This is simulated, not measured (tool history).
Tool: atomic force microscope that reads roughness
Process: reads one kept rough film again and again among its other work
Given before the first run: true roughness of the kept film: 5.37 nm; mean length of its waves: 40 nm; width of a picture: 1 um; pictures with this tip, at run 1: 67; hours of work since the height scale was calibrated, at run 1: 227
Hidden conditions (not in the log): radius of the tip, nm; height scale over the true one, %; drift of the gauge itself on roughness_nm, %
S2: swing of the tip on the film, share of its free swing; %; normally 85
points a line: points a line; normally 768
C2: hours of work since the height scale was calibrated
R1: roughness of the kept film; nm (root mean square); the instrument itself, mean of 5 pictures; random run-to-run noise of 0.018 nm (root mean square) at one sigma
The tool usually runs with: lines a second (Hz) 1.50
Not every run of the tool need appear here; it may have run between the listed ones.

run 1 hour=0.0 | lines_a_second_(Hz)=1.50 S2=85 points_a_line=768 | pictures_with_this_tip=67 C2=227 | R1=4.260
run 2 hour=20.4 | lines_a_second_(Hz)=1.50 S2=85 points_a_line=768 | pictures_with_this_tip=96 C2=238 | R1=4.253
-- hour=24.1 new tip fitted
run 3 hour=47.3 | lines_a_second_(Hz)=1.50 S2=85 points_a_line=768 | pictures_with_this_tip=34 C2=252 | R1=4.266
run 4 hour=69.8 | lines_a_second_(Hz)=1.50 S2=85 points_a_line=768 | pictures_with_this_tip=67 C2=265 | R1=4.253
-- hour=93.1 new tip fitted
run 5 hour=93.3 | lines_a_second_(Hz)=1.50 S2=85 points_a_line=768 | pictures_with_this_tip=1 C2=277 | R1=4.288
run 6 hour=125.6 | lines_a_second_(Hz)=1.50 S2=85 points_a_line=768 | pictures_with_this_tip=48 C2=294 | R1=4.256
-- hour=159.5 new tip fitted
run 7 hour=159.5 | lines_a_second_(Hz)=1.50 S2=85 points_a_line=768 | pictures_with_this_tip=0 C2=312 | R1=4.243
run 8 hour=185.3 | lines_a_second_(Hz)=1.50 S2=85 points_a_line=768 | pictures_with_this_tip=37 C2=326 | R1=4.256
run 9 hour=205.2 | lines_a_second_(Hz)=1.50 S2=73 points_a_line=368 | pictures_with_this_tip=66 C2=337 | R1=4.558
-- hour=230.2 new tip fitted
run 10 hour=237.1 | lines_a_second_(Hz)=3.16 S2=85 points_a_line=373 | pictures_with_this_tip=10 C2=354 | R1=3.629
run 11 hour=273.1 | lines_a_second_(Hz)=3.75 S2=69 points_a_line=302 | pictures_with_this_tip=63 C2=373 | R1=4.159
-- hour=296.6 new tip fitted
run 12 hour=315.1 | lines_a_second_(Hz)=1.94 S2=86 points_a_line=302 | pictures_with_this_tip=27 C2=396 | R1=4.003
run 13 hour=345.0 | lines_a_second_(Hz)=2.73 S2=90 points_a_line=578 | pictures_with_this_tip=70 C2=412 | R1=3.530
-- hour=365.4 new tip fitted
run 14 hour=375.3 | lines_a_second_(Hz)=3.19 S2=90 points_a_line=578 | pictures_with_this_tip=15 C2=428 | R1=3.396

For run 15, what comes out?
run 15 hour=412.1 | lines_a_second_(Hz)=3.19 S2=90 points_a_line=578 | pictures_with_this_tip=69 C2=448 | R1=?

For run 15 the tool returned R1 3.382 nm (root mean square).
Take away the tool's hidden state, keep the run-to-run variation as it was, and the same run would have given R1 3.387 nm (root mean square).

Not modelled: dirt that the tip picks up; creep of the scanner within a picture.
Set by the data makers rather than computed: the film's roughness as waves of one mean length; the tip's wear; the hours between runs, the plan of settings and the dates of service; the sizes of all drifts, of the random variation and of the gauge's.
